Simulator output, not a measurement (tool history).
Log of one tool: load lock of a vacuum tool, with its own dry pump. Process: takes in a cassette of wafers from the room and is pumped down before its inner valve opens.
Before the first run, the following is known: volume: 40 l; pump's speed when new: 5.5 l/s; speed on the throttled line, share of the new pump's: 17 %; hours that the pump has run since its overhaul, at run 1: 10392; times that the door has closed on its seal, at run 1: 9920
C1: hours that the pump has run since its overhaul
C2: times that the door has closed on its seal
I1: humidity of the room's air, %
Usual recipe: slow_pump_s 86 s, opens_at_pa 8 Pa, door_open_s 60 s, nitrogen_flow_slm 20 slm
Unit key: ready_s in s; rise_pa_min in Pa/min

{"run": 1, "hour": 0.0, "slow_pump_s": 86, "opens_at_pa": 8, "door_open_s": 60, "nitrogen_flow_slm": 20, "C1": 10392, "C2": 9920, "I1": 45.9, "ready_s": 141, "rise_pa_min": 0.04}
{"run": 2, "hour": 76.8, "slow_pump_s": 86, "opens_at_pa": 8, "door_open_s": 60, "nitrogen_flow_slm": 20, "C1": 10469, "C2": 10137, "I1": 42.1, "ready_s": 141.7, "rise_pa_min": 0.042}
{"run": 3, "hour": 204.5, "slow_pump_s": 86, "opens_at_pa": 8, "door_open_s": 60, "nitrogen_flow_slm": 20, "C1": 10597, "C2": 10498, "I1": 46.3, "ready_s": 141.8, "rise_pa_min": 0.045}
{"run": 4, "hour": 265.7, "slow_pump_s": 86, "opens_at_pa": 8, "door_open_s": 60, "nitrogen_flow_slm": 20, "C1": 10658, "C2": 10671, "I1": 45.5, "ready_s": 142.7, "rise_pa_min": 0.038}
{"run": 5, "hour": 323.1, "slow_pump_s": 86, "opens_at_pa": 8, "door_open_s": 60, "nitrogen_flow_slm": 20, "C1": 10715, "C2": 10833, "I1": 47.7, "ready_s": 140.7, "rise_pa_min": 0.042}
{"run": 6, "hour": 434.0, "slow_pump_s": 86, "opens_at_pa": 13, "door_open_s": 60, "nitrogen_flow_slm": 20, "C1": 10826, "C2": 11147, "I1": 44.7, "ready_s": 138.2, "rise_pa_min": 0.04}
{"hour": 472.2, "done": "dry pump taken out, an overhauled one fitted"}
{"run": 7, "hour": 566.1, "slow_pump_s": 86, "opens_at_pa": 8, "door_open_s": 60, "nitrogen_flow_slm": 20, "C1": 94, "C2": 11503, "I1": 46.4, "ready_s": 142, "rise_pa_min": 0.038}
{"run": 8, "hour": 647.6, "slow_pump_s": 86, "opens_at_pa": 8, "door_open_s": 60, "nitrogen_flow_slm": 20, "C1": 175, "C2": 11733, "I1": 43.7, "ready_s": 141.7, "rise_pa_min": 0.039}
{"run": 9, "hour": 775.6, "slow_pump_s": 86, "opens_at_pa": 8, "door_open_s": 60, "nitrogen_flow_slm": 20, "C1": 303, "C2": 12095, "I1": 47.4, "ready_s": 141.3, "rise_pa_min": 0.043}
{"run": 10, "hour": 872.5, "slow_pump_s": 86, "opens_at_pa": 8, "door_open_s": 60, "nitrogen_flow_slm": 20, "C1": 400, "C2": 12369, "I1": 44.1, "ready_s": 142.3, "rise_pa_min": 0.04}
{"run": 11, "hour": 986.4, "slow_pump_s": 86, "opens_at_pa": 8, "door_open_s": 60, "nitrogen_flow_slm": 20, "C1": 514, "C2": 12690, "I1": 44.1, "ready_s": 141.9, "rise_pa_min": 0.036}
{"run": 12, "hour": 1112.1, "slow_pump_s": 45, "opens_at_pa": 8, "door_open_s": 60, "nitrogen_flow_slm": 20, "C1": 640, "C2": 13045, "I1": 45.2, "ready_s": 108.6, "rise_pa_min": 0.044}
{"run": 13, "hour": 1247.8, "slow_pump_s": 148, "opens_at_pa": 8, "door_open_s": 60, "nitrogen_flow_slm": 20, "C1": 776, "C2": 13429, "I1": 41.8, "ready_s": 192.5, "rise_pa_min": 0.035}
{"run": 14, "hour": 1355.3, "slow_pump_s": 148, "opens_at_pa": 8, "door_open_s": 60, "nitrogen_flow_slm": 20, "C1": 883, "C2": 13733, "I1": 44.3, "ready_s": 192.6, "rise_pa_min": 0.041}
{"run": 15, "hour": 1495.2, "slow_pump_s": 145, "opens_at_pa": 8, "door_open_s": 60, "nitrogen_flow_slm": 20, "C1": 1023, "C2": 14128, "I1": 41.7, "ready_s": 190.7, "rise_pa_min": 0.036}
{"run": 16, "hour": 1630.6, "slow_pump_s": 145, "opens_at_pa": 8, "door_open_s": 60, "nitrogen_flow_slm": 20, "C1": 1158, "C2": 14511, "I1": 48.8, "ready_s": 190.8, "rise_pa_min": 0.045}
{"run": 17, "hour": 1713.6, "slow_pump_s": 145, "opens_at_pa": 8, "door_open_s": 60, "nitrogen_flow_slm": 20, "C1": 1241, "C2": 14745, "I1": 42.6, "ready_s": 189.8, "rise_pa_min": 0.045}
{"run": 18, "hour": 1780.2, "slow_pump_s": 145, "opens_at_pa": 8, "door_open_s": 60, "nitrogen_flow_slm": 20, "C1": 1308, "C2": 14933, "I1": 45.6, "ready_s": 190.5, "rise_pa_min": 0.043}
{"run": 19, "hour": 1883.0, "slow_pump_s": 86, "opens_at_pa": 8, "door_open_s": 60, "nitrogen_flow_slm": 20, "C1": 1411, "C2": 15224, "I1": 45.6, "ready_s": 141.6, "rise_pa_min": 0.044}
{"run": 20, "hour": 1949.1, "slow_pump_s": 129, "opens_at_pa": 9, "door_open_s": 37, "nitrogen_flow_slm": 10, "C1": 1477, "C2": 15411, "I1": 45.2, "ready_s": 175.5, "rise_pa_min": 0.039}
{"run": 21, "hour": 2073.5, "slow_pump_s": 129, "opens_at_pa": 9, "door_open_s": 37, "nitrogen_flow_slm": 10, "C1": 1601, "C2": 15762, "I1": 43.5, "ready_s": 177.4, "rise_pa_min": 0.04}
{"run": 22, "hour": 2135.6, "slow_pump_s": 48, "opens_at_pa": 7, "door_open_s": 37, "nitrogen_flow_slm": 10, "C1": 1663, "C2": 15938, "I1": 46.3, "ready_s": 112.1, "rise_pa_min": 0.036}
{"run": 23, "hour": 2233.4, "slow_pump_s": 86, "opens_at_pa": 6, "door_open_s": 60, "nitrogen_flow_slm": 14, "C1": 1761, "C2": 16214, "I1": 45.3, "ready_s": 144.5, "rise_pa_min": 0.05}
{"run": 24, "hour": 2355.2, "slow_pump_s": 131, "opens_at_pa": 8, "door_open_s": 74, "nitrogen_flow_slm": 26, "C1": 1883, "C2": 16558, "I1": 41.6, "ready_s": 179.4, "rise_pa_min": 0.042}
{"run": 25, "hour": 2450.9, "slow_pump_s": 131, "opens_at_pa": 8, "door_open_s": 74, "nitrogen_flow_slm": 26, "C1": 1979, "C2": 16828, "I1": 47.5, "ready_s": 179.8, "rise_pa_min": 0.043}
{"run": 26, "hour": 2536.6, "slow_pump_s": 131, "opens_at_pa": 8, "door_open_s": 74, "nitrogen_flow_slm": 26, "C1": 2064, "C2": 17071, "I1": 42.8, "ready_s": 178.6, "rise_pa_min": 0.041}
{"run": 27, "hour": 2662.5, "slow_pump_s": 150, "opens_at_pa": 8, "door_open_s": 60, "nitrogen_flow_slm": 6, "C1": 2190, "C2": 17426, "I1": 43, "ready_s": 194.8, "rise_pa_min": 0.051}
{"run": 28, "hour": 2730.1, "slow_pump_s": 49, "opens_at_pa": 8, "door_open_s": 70, "nitrogen_flow_slm": 14, "C1": 2258, "C2": 17617, "I1": 47, "ready_s": 110.4, "rise_pa_min": 0.051}
{"run": 29, "hour": 2814.6, "slow_pump_s": 47, "opens_at_pa": 9, "door_open_s": 85, "nitrogen_flow_slm": 5, "C1": 2342, "C2": 17856, "I1": 47.5, "ready_s": 108, "rise_pa_min": 0.071}
{"run": 30, "hour": 2905.6, "slow_pump_s": 148, "opens_at_pa": 14, "door_open_s": 60, "nitrogen_flow_slm": 20, "C1": 2433, "C2": 18113, "I1": 45.8, "ready_s": 189.1, "rise_pa_min": 0.042}
{"run": 31, "hour": 3031.4, "slow_pump_s": 66, "opens_at_pa": 8, "door_open_s": 58, "nitrogen_flow_slm": 13, "C1": 2559, "C2": 18469, "I1": 45.5, "ready_s": 124.5, "rise_pa_min": 0.05}
{"run": 32, "hour": 3152.8, "slow_pump_s": 44, "opens_at_pa": 8, "door_open_s": 65, "nitrogen_flow_slm": 5, "C1": 2681, "C2": 18812, "I1": 44.3, "ready_s": 106.7, "rise_pa_min": 0.058}
{"run": 33, "hour": 3220.0, "slow_pump_s": 44, "opens_at_pa": 8, "door_open_s": 65, "nitrogen_flow_slm": 5, "C1": 2748, "C2": 19002, "I1": 44.5, "ready_s": 106.6, "rise_pa_min": 0.063}
{"run": 34, "hour": 3331.8, "slow_pump_s": 44, "opens_at_pa": 8, "door_open_s": 65, "nitrogen_flow_slm": 17, "C1": 2860, "C2": 19317, "I1": 45.6, "ready_s": 106.6, "rise_pa_min": 0.043}
{"run": 35, "hour": 3454.5, "slow_pump_s": 138, "opens_at_pa": 16, "door_open_s": 60, "nitrogen_flow_slm": 7, "C1": 2982, "C2": 19664, "I1": 40.7, "ready_s": 179.1, "rise_pa_min": 0.047}
{"run": 36, "hour": 3520.5, "slow_pump_s": 138, "opens_at_pa": 16, "door_open_s": 60, "nitrogen_flow_slm": 38, "C1": 3048, "C2": 19851, "I1": 46.2, "ready_s": 179, "rise_pa_min": 0.032}
{"run": 37, "hour": 3593.6, "slow_pump_s": 138, "opens_at_pa": 16, "door_open_s": 152, "nitrogen_flow_slm": 38, "C1": 3121, "C2": 20057, "I1": 45, "ready_s": 178.3, "rise_pa_min": 0.052}
{"run": 38, "hour": 3663.3, "slow_pump_s": 63, "opens_at_pa": 11, "door_open_s": 60, "nitrogen_flow_slm": 10, "C1": 3191, "C2": 20254, "I1": 45.5, "ready_s": 119.9, "rise_pa_min": 0.051}

Here are 3 independent what-if runs from the current tool condition. What would each one return?
{"run": "A", "hour": 3801.4, "slow_pump_s": 86, "opens_at_pa": 9, "door_open_s": 60, "nitrogen_flow_slm": 13, "C1": 3329, "C2": 20644, "I1": 45.1, "ready_s": "?", "rise_pa_min": "?"}
{"run": "B", "hour": 3801.4, "slow_pump_s": 86, "opens_at_pa": 8, "door_open_s": 60, "nitrogen_flow_slm": 21, "C1": 3329, "C2": 20644, "I1": 47.7, "ready_s": "?", "rise_pa_min": "?"}
{"run": "C", "hour": 3801.4, "slow_pump_s": 65, "opens_at_pa": 14, "door_open_s": 50, "nitrogen_flow_slm": 20, "C1": 3329, "C2": 20644, "I1": 46.8, "ready_s": "?", "rise_pa_min": "?"}

run=A ready_s=140.1 rise_pa_min=0.047
run=B ready_s=141.5 rise_pa_min=0.04
run=C ready_s=119.4 rise_pa_min=0.041
Without the tool's unlogged condition, the same runs would have read:
run=A ready_s=140.1 rise_pa_min=0.047
run=B ready_s=141.5 rise_pa_min=0.039
run=C ready_s=119.4 rise_pa_min=0.04
